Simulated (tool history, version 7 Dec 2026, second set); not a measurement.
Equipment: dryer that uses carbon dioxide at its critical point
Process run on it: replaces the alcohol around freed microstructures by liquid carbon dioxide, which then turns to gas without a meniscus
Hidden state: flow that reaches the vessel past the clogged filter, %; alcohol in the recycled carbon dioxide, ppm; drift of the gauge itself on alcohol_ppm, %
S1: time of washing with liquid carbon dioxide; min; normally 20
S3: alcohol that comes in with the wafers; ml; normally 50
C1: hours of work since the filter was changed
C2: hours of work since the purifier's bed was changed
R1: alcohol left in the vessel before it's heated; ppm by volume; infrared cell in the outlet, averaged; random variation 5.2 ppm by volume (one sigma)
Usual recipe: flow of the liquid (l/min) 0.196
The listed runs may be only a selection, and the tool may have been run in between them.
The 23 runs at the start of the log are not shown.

run 24 day=20.450 | S1=29 flow_of_the_liquid_(l/min)=0.196 S3=50 | C1=13 C2=234 | R1=79
run 25 day=21.500 | S1=17 flow_of_the_liquid_(l/min)=0.204 S3=40 | C1=22 C2=243 | R1=244
run 26 day=22.342 | S1=21 flow_of_the_liquid_(l/min)=0.204 S3=79 | C1=29 C2=250 | R1=163
run 27 day=23.458 | S1=12 flow_of_the_liquid_(l/min)=0.192 S3=23 | C1=38 C2=259 | R1=873
run 28 day=24.304 | S1=30 flow_of_the_liquid_(l/min)=0.196 S3=42 | C1=45 C2=266 | R1=88
run 29 day=25.462 | S1=20 flow_of_the_liquid_(l/min)=0.173 S3=111 | C1=55 C2=276 | R1=582
run 30 day=26.254 | S1=20 flow_of_the_liquid_(l/min)=0.137 S3=40 | C1=61 C2=282 | R1=713
run 31 day=27.125 | S1=20 flow_of_the_liquid_(l/min)=0.137 S3=40 | C1=69 C2=289 | R1=735
run 32 day=28.100 | S1=27 flow_of_the_liquid_(l/min)=0.257 S3=50 | C1=77 C2=298 | R1=88
run 33 day=28.817 | S1=14 flow_of_the_liquid_(l/min)=0.302 S3=50 | C1=83 C2=304 | R1=196

Predict each of these 5 candidate next runs independently; none follows another, all start after run 33:
run A day=29.704 | S1=28 flow_of_the_liquid_(l/min)=0.196 S3=50 | C1=90 C2=311 | R1=?
run B day=29.704 | S1=14 flow_of_the_liquid_(l/min)=0.300 S3=50 | C1=90 C2=311 | R1=?
run C day=29.704 | S1=29 flow_of_the_liquid_(l/min)=0.196 S3=42 | C1=90 C2=311 | R1=?
run D day=29.704 | S1=24 flow_of_the_liquid_(l/min)=0.232 S3=50 | C1=90 C2=311 | R1=?
run E day=29.704 | S1=29 flow_of_the_liquid_(l/min)=0.302 S3=50 | C1=90 C2=311 | R1=?

run=A R1=111
run=B R1=197
run=C R1=108
run=D R1=100
run=E R1=107
Take away the tool's hidden state, keep each run's random variation, and the runs would have read:
run=A R1=12
run=B R1=62
run=C R1=10
run=D R1=0
run=E R1=11

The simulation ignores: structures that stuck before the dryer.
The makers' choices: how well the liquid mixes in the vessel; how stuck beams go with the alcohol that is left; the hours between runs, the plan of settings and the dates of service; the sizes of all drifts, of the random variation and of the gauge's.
